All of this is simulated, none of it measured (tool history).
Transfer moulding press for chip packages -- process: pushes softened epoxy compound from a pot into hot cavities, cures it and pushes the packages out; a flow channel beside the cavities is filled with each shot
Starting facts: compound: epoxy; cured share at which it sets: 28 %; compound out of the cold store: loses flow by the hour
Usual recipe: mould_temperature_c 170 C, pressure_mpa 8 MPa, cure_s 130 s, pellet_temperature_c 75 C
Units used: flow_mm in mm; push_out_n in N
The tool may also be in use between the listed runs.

run,hour,mould_temperature_c,pressure_mpa,cure_s,pellet_temperature_c,incoming compound's hours out of the cold store,flow_mm,push_out_n
1,0,170,8,130,75,36.2,684,431
2,10.7,170,8,130,75,25,742,486
3,19,170,8,130,75,20.5,768,496
4,34.3,170,8,130,75,10.4,803,549
5,42,170,8,130,75,34.1,691,537
6,54.8,170,8,130,75,24.9,744,572
7,64.4,170,8,130,75,37,674,566
# hour 80.8: cavities cleaned with cleaning compound and waxed
8,81.6,170,8,130,75,9.6,811,426
# hour 96.4: plunger's sealing rings changed
9,101.1,170,8,130,75,43.6,690,470
10,118.4,170,8,139,75,46.9,670,468
11,130.7,170,8,130,75,24.9,780,550
12,142.3,170,8,130,75,38.8,712,558
# hour 145.2: mould's thermocouples calibrated
13,160.6,170,8,130,75,21.4,790,573
14,169.7,170,8,130,75,27,761,594
# hour 172.7: cavities cleaned with cleaning compound and waxed
15,186.5,170,8,130,75,8.2,867,457
# hour 205.5: mould's thermocouples calibrated, once more
16,205.5,170,8,130,75,28.1,750,504
17,215.9,166,9.26,130,75,12,913,623
18,225.1,166,7.65,117,80,26.3,757,749
19,237,175,8,137,75,17.9,782,522
20,249.5,170,8,158,75,44.3,667,524
# hour 262.6: cavities cleaned with cleaning compound and waxed
21,264.9,162,8,130,78,13.7,854,664
22,283,162,8,128,70,27.6,771,767
23,299.3,170,7.01,122,84,22,728,543
24,310.6,170,7.01,122,84,16.5,742,555
25,322.4,170,7.01,122,76,28.9,690,591
26,334.9,170,9.16,132,75,30.4,777,563
27,347.5,170,9.55,116,75,38,757,625
# hour 349.9: cavities cleaned with cleaning compound and waxed
28,357.9,170,8,132,75,8.9,849,452
29,375.5,170,8,132,75,17.2,795,472

Each row is a separate what-if for the run after 29, all from the same tool condition, not one after another. Results?
A,390.5,175,6.79,130,75,26.6,?,?
B,390.5,170,8,166,69,37.6,?,?
C,390.5,170,9.06,130,84,28.8,?,?

run,flow_mm,push_out_n
A,661,480
B,686,476
C,781,528
Without the tool's unlogged condition, the same runs would have read:
run,flow_mm,push_out_n
A,686,370
B,711,368
C,809,409
